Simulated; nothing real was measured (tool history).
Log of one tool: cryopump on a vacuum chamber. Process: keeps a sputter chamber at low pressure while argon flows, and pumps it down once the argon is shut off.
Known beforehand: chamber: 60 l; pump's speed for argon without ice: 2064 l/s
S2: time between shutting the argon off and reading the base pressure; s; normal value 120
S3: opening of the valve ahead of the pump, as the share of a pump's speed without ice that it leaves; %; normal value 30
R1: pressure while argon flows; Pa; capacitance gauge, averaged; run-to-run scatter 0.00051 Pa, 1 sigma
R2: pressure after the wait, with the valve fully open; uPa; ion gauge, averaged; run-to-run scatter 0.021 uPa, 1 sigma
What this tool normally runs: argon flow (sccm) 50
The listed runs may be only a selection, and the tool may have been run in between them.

{"run": 1, "hour": 0.0, "argon flow (sccm)": 50, "S2": 120, "S3": 30, "R1": 0.1436, "R2": 1.12}
{"run": 2, "hour": 61.4, "argon flow (sccm)": 50, "S2": 120, "S3": 30, "R1": 0.1441, "R2": 1.22}
{"run": 3, "hour": 113.8, "argon flow (sccm)": 50, "S2": 120, "S3": 30, "R1": 0.1437, "R2": 1.24}
{"run": 4, "hour": 141.0, "argon flow (sccm)": 50, "S2": 120, "S3": 30, "R1": 0.1438, "R2": 1.28}
{"run": 5, "hour": 188.6, "argon flow (sccm)": 50, "S2": 120, "S3": 30, "R1": 0.1441, "R2": 1.31}
{"run": 6, "hour": 215.8, "argon flow (sccm)": 50, "S2": 120, "S3": 30, "R1": 0.1435, "R2": 1.3}
{"run": 7, "hour": 256.3, "argon flow (sccm)": 55, "S2": 120, "S3": 30, "R1": 0.1585, "R2": 1.35}
{"run": 8, "hour": 308.5, "argon flow (sccm)": 55, "S2": 120, "S3": 30, "R1": 0.1589, "R2": 1.39}
{"run": 9, "hour": 364.1, "argon flow (sccm)": 55, "S2": 120, "S3": 30, "R1": 0.1597, "R2": 1.36}
{"hour": 373.5, "done": "pump warmed up, emptied and cooled again"}
{"run": 10, "hour": 400.9, "argon flow (sccm)": 50, "S2": 169, "S3": 30, "R1": 0.1373, "R2": 1.17}
{"run": 11, "hour": 451.5, "argon flow (sccm)": 50, "S2": 168, "S3": 30, "R1": 0.1365, "R2": 1.13}
{"run": 12, "hour": 488.9, "argon flow (sccm)": 50, "S2": 168, "S3": 30, "R1": 0.1368, "R2": 1.14}
{"run": 13, "hour": 543.6, "argon flow (sccm)": 50, "S2": 168, "S3": 37, "R1": 0.1118, "R2": 1.18}
{"run": 14, "hour": 580.0, "argon flow (sccm)": 50, "S2": 22, "S3": 30, "R1": 0.1377, "R2": 2.41}
{"run": 15, "hour": 606.1, "argon flow (sccm)": 50, "S2": 120, "S3": 30, "R1": 0.1371, "R2": 1.29}
{"run": 16, "hour": 634.0, "argon flow (sccm)": 50, "S2": 120, "S3": 30, "R1": 0.1374, "R2": 1.29}
{"run": 17, "hour": 694.0, "argon flow (sccm)": 50, "S2": 120, "S3": 30, "R1": 0.1379, "R2": 1.31}
{"run": 18, "hour": 754.0, "argon flow (sccm)": 50, "S2": 120, "S3": 30, "R1": 0.139, "R2": 1.37}
{"run": 19, "hour": 793.1, "argon flow (sccm)": 53, "S2": 120, "S3": 30, "R1": 0.1464, "R2": 1.35}
{"run": 20, "hour": 841.0, "argon flow (sccm)": 41, "S2": 85, "S3": 20, "R1": 0.1704, "R2": 1.51}
{"run": 21, "hour": 892.2, "argon flow (sccm)": 50, "S2": 120, "S3": 17, "R1": 0.2429, "R2": 1.4}
{"run": 22, "hour": 942.5, "argon flow (sccm)": 50, "S2": 73, "S3": 17, "R1": 0.2439, "R2": 1.53}
{"run": 23, "hour": 992.1, "argon flow (sccm)": 50, "S2": 73, "S3": 17, "R1": 0.2445, "R2": 1.59}
{"run": 24, "hour": 1016.7, "argon flow (sccm)": 42, "S2": 62, "S3": 51, "R1": 0.0696, "R2": 1.72}
{"run": 25, "hour": 1043.9, "argon flow (sccm)": 42, "S2": 62, "S3": 51, "R1": 0.07, "R2": 1.67}
{"run": 26, "hour": 1080.3, "argon flow (sccm)": 31, "S2": 114, "S3": 15, "R1": 0.171, "R2": 1.5}
{"run": 27, "hour": 1114.4, "argon flow (sccm)": 31, "S2": 114, "S3": 15, "R1": 0.1703, "R2": 1.54}
{"run": 28, "hour": 1139.3, "argon flow (sccm)": 31, "S2": 114, "S3": 15, "R1": 0.1715, "R2": 1.52}
{"run": 29, "hour": 1190.7, "argon flow (sccm)": 37, "S2": 40, "S3": 18, "R1": 0.1705, "R2": 2.01}
{"run": 30, "hour": 1247.0, "argon flow (sccm)": 37, "S2": 40, "S3": 18, "R1": 0.171, "R2": 2.14}
{"run": 31, "hour": 1273.2, "argon flow (sccm)": 37, "S2": 40, "S3": 18, "R1": 0.1715, "R2": 2.11}
{"run": 32, "hour": 1315.8, "argon flow (sccm)": 31, "S2": 270, "S3": 38, "R1": 0.0691, "R2": 1.44}
{"run": 33, "hour": 1361.1, "argon flow (sccm)": 91, "S2": 270, "S3": 38, "R1": 0.2025, "R2": 1.55}
{"run": 34, "hour": 1411.3, "argon flow (sccm)": 36, "S2": 120, "S3": 43, "R1": 0.0717, "R2": 1.65}

Forecast each of these 3 alternatives for the next run:
{"run": "A", "hour": 1470.0, "argon flow (sccm)": 50, "S2": 120, "S3": 28, "R1": "?", "R2": "?"}
{"run": "B", "hour": 1470.0, "argon flow (sccm)": 37, "S2": 210, "S3": 30, "R1": "?", "R2": "?"}
{"run": "C", "hour": 1470.0, "argon flow (sccm)": 21, "S2": 45, "S3": 26, "R1": "?", "R2": "?"}

run=A R1=0.1503 R2=1.67
run=B R1=0.1048 R2=1.48
run=C R1=0.0671 R2=2.09
With no hidden state in the tool, these same runs would have given:
run=A R1=0.1458 R2=0.41
run=B R1=0.1014 R2=0.24
run=C R1=0.0652 R2=0.85

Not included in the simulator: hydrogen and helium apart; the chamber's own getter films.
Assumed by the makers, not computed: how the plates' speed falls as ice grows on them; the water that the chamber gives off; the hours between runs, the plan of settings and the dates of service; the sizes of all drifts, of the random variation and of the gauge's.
